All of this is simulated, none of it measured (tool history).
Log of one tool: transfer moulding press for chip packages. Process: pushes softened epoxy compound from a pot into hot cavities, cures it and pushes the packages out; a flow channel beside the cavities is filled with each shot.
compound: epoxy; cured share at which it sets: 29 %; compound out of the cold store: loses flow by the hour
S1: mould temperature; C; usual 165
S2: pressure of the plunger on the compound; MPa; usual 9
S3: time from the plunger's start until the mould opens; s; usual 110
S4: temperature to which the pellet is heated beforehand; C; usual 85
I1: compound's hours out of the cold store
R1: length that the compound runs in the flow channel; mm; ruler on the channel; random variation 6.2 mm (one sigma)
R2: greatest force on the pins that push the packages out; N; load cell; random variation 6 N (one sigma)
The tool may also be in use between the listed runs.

run	hour	S1	S2	S3	S4	I1	R1	R2
1	0	165	9	110	85	33.1	781	225
# hour 73.8: mould's thermocouples calibrated
2	73.8	165	9.18	110	85	14.3	889	240
# hour 80.9: cavities cleaned with cleaning compound and waxed
3	119.8	168	9	110	85	33.4	761	210
4	197	168	9	110	85	24.8	805	213
# hour 246.9: cavities cleaned with cleaning compound and waxed
5	252.1	165	9	110	85	29.7	788	222
6	309.1	165	9	110	85	45	708	223
7	368.2	165	9	110	88	43.5	722	226
# hour 409.2: cavities cleaned with cleaning compound and waxed
# hour 425.8: plunger's sealing rings changed
8	429.8	165	9	110	85	43.5	725	220
9	478.6	165	9	127	85	17.8	844	204
10	568.8	165	7.18	110	85	27.5	717	237
# hour 575.2: cavities cleaned with cleaning compound and waxed
11	617.2	165	7.18	110	85	33.7	694	234
12	705.4	165	9	110	85	33.3	778	219
# hour 738.1: cavities cleaned with cleaning compound and waxed
13	773.7	165	9	110	85	13.7	883	230
14	854.4	165	9	110	85	22.8	836	228
# hour 902.4: cavities cleaned with cleaning compound and waxed
# hour 936.4: plunger's sealing rings changed
15	943.3	165	10.95	110	85	15.8	963	234
# hour 1008.1: mould's thermocouples calibrated
16	1015.1	165	9.19	110	85	11.9	913	240
# hour 1071.4: cavities cleaned with cleaning compound and waxed
17	1107.3	165	10.22	110	85	13.8	946	237
18	1164.6	172	9	136	85	13.2	852	196
# hour 1233.7: cavities cleaned with cleaning compound and waxed
19	1255.1	164	7.67	110	85	10.6	845	242
20	1317.3	166	9	90	85	44.3	726	274
21	1357.4	166	9.13	90	81	29.1	802	299
# hour 1397: cavities cleaned with cleaning compound and waxed
22	1417.9	166	9.13	90	81	17.6	874	306
# hour 1447: plunger's sealing rings changed
23	1485.9	163	9.13	98	77	8.2	920	350
24	1542	163	9.13	98	77	44.3	727	291
# hour 1560.1: cavities cleaned with cleaning compound and waxed
25	1620.2	163	9.13	108	89	9.8	929	279
26	1685.5	163	9.13	108	89	36.9	761	258
# hour 1722.1: cavities cleaned with cleaning compound and waxed
27	1742.2	158	9	99	85	47.9	702	416
28	1785.7	168	7.26	110	94	16.2	761	206
29	1841	165	7.05	110	93	41.6	655	232

Forecast each of these 3 alternatives for the next run:
# hour 1883.2: cavities cleaned with cleaning compound and waxed
A	1926	171	7.05	110	93	22.8	?	?
# hour 1883.2: cavities cleaned with cleaning compound and waxed
B	1926	164	6.82	110	87	47.6	?	?
# hour 1883.2: cavities cleaned with cleaning compound and waxed
C	1926	165	9	110	88	18.6	?	?

run	R1	R2
A	705	206
B	623	236
C	859	221
Without the tool's hidden state the same runs would have given:
run	R1	R2
A	707	204
B	625	233
C	860	219

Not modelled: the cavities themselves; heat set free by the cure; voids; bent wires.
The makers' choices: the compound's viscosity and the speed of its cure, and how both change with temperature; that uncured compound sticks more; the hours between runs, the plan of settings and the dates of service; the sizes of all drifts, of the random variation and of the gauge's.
